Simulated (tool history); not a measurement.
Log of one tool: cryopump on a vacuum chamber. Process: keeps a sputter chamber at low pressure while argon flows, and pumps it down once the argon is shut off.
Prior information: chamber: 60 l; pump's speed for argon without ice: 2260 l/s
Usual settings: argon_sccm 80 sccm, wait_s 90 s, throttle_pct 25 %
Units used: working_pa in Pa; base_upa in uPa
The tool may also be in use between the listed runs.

Run 1, hour 0.0: usual settings. Result: working_pa 0.2374 Pa, base_upa 1.16 uPa.
Run 2, hour 88.5: usual settings. Result: working_pa 0.2399 Pa, base_upa 1.31 uPa.
Run 3, hour 130.6: usual settings. Result: working_pa 0.2437 Pa, base_upa 1.33 uPa.
Run 4, hour 218.4: usual settings but argon_sccm 123 sccm. Result: working_pa 0.3737 Pa, base_upa 1.48 uPa.
Run 5, hour 301.1: usual settings but argon_sccm 123 sccm. Result: working_pa 0.3767 Pa, base_upa 1.50 uPa.
Run 6, hour 370.3: usual settings but argon_sccm 123 sccm. Result: working_pa 0.3769 Pa, base_upa 1.63 uPa.
Run 7, hour 445.7: usual settings but argon_sccm 123 sccm. Result: working_pa 0.3788 Pa, base_upa 1.68 uPa.
Run 8, hour 505.6: usual settings but argon_sccm 123 sccm. Result: working_pa 0.3799 Pa, base_upa 1.76 uPa.
Run 9, hour 604.6: usual settings but argon_sccm 123 sccm. Result: working_pa 0.3867 Pa, base_upa 1.86 uPa.
Run 10, hour 695.7: usual settings but argon_sccm 123 sccm. Result: working_pa 0.3862 Pa, base_upa 1.97 uPa.
Run 11, hour 770.7: usual settings but wait_s 198 s. Result: working_pa 0.2546 Pa, base_upa 1.76 uPa.
Run 12, hour 827.9: usual settings but wait_s 198 s. Result: working_pa 0.2554 Pa, base_upa 1.86 uPa.
Run 13, hour 870.2: usual settings but wait_s 198 s. Result: working_pa 0.2542 Pa, base_upa 1.92 uPa.
At hour 910.0: leaking fittings of the chamber tightened, without venting.
Run 14, hour 961.4: usual settings. Result: working_pa 0.2574 Pa, base_upa 0.83 uPa.
Run 15, hour 1039.2: usual settings. Result: working_pa 0.2578 Pa, base_upa 0.93 uPa.
Run 16, hour 1135.4: usual settings. Result: working_pa 0.2593 Pa, base_upa 1.08 uPa.
Run 17, hour 1226.2: usual settings. Result: working_pa 0.2637 Pa, base_upa 1.20 uPa.
At hour 1262.1: pump warmed up, emptied and cooled again.
Run 18, hour 1280.7: usual settings but argon_sccm 116 sccm, wait_s 41 s. Result: working_pa 0.3525 Pa, base_upa 1.78 uPa.
Run 19, hour 1324.8: usual settings but argon_sccm 116 sccm, wait_s 41 s. Result: working_pa 0.3518 Pa, base_upa 1.78 uPa.
Run 20, hour 1406.5: usual settings but argon_sccm 147 sccm, wait_s 46 s, throttle_pct 59 %. Result: working_pa 0.1940 Pa, base_upa 1.74 uPa.
Run 21, hour 1504.2: usual settings but argon_sccm 147 sccm, wait_s 46 s, throttle_pct 59 %. Result: working_pa 0.1955 Pa, base_upa 1.86 uPa.
Run 22, hour 1588.6: usual settings but argon_sccm 102 sccm, wait_s 192 s, throttle_pct 28 %. Result: working_pa 0.2807 Pa, base_upa 1.04 uPa.
Run 23, hour 1641.2: usual settings but argon_sccm 88 sccm, wait_s 272 s, throttle_pct 15 %. Result: working_pa 0.4462 Pa, base_upa 1.03 uPa.
Run 24, hour 1736.8: usual settings but argon_sccm 54 sccm, wait_s 118 s, throttle_pct 43 %. Result: working_pa 0.1011 Pa, base_upa 1.40 uPa.
Run 25, hour 1837.1: usual settings but argon_sccm 70 sccm, wait_s 60 s, throttle_pct 52 %. Result: working_pa 0.1100 Pa, base_upa 1.95 uPa.
Run 26, hour 1929.4: usual settings but wait_s 96 s. Result: working_pa 0.2516 Pa, base_upa 1.79 uPa.
Run 27, hour 1997.1: usual settings but argon_sccm 34 sccm, throttle_pct 18 %. Result: working_pa 0.1464 Pa, base_upa 1.91 uPa.
Run 28, hour 2054.4: usual settings but argon_sccm 34 sccm, throttle_pct 18 %. Result: working_pa 0.1475 Pa, base_upa 1.97 uPa.
Run 29, hour 2152.1: usual settings but argon_sccm 34 sccm, throttle_pct 18 %. Result: working_pa 0.1494 Pa, base_upa 2.04 uPa.
Run 30, hour 2225.8: usual settings but wait_s 83 s, throttle_pct 22 %. Result: working_pa 0.2911 Pa, base_upa 2.33 uPa.
Run 31, hour 2278.9: usual settings but argon_sccm 71 sccm, wait_s 220 s, throttle_pct 55 %. Result: working_pa 0.1155 Pa, base_upa 1.95 uPa.
At hour 2365.6: leaking fittings of the chamber tightened, without venting.
Run 32, hour 2365.6: usual settings but argon_sccm 63 sccm, wait_s 146 s, throttle_pct 29 %. Result: working_pa 0.1803 Pa, base_upa 0.57 uPa.
Run 33, hour 2446.3: usual settings but argon_sccm 160 sccm, wait_s 82 s. Result: working_pa 0.5268 Pa, base_upa 0.99 uPa.

4 ways to go on from here, each from the tool as it stands after run 33. What would each give?
At hour 2524.6: pump warmed up, emptied and cooled again.
Run A, hour 2534.4: usual settings but argon_sccm 64 sccm. Result: working_pa ?, base_upa ?.
At hour 2524.6: pump warmed up, emptied and cooled again.
Run B, hour 2534.4: usual settings but wait_s 169 s. Result: working_pa ?, base_upa ?.
At hour 2524.6: pump warmed up, emptied and cooled again.
Run C, hour 2534.4: usual settings but wait_s 35 s. Result: working_pa ?, base_upa ?.
At hour 2524.6: pump warmed up, emptied and cooled again.
Run D, hour 2534.4: usual settings but argon_sccm 53 sccm. Result: working_pa ?, base_upa ?.

run  working_pa  base_upa
  A      0.1916      0.88
  B      0.2406      0.60
  C      0.2406      1.89
  D      0.1605      0.88
With the hidden condition removed and each run's random variation left untouched, the same runs would have given:
run  working_pa  base_upa
  A      0.1902      0.73
  B      0.2388      0.44
  C      0.2388      1.73
  D      0.1594      0.72
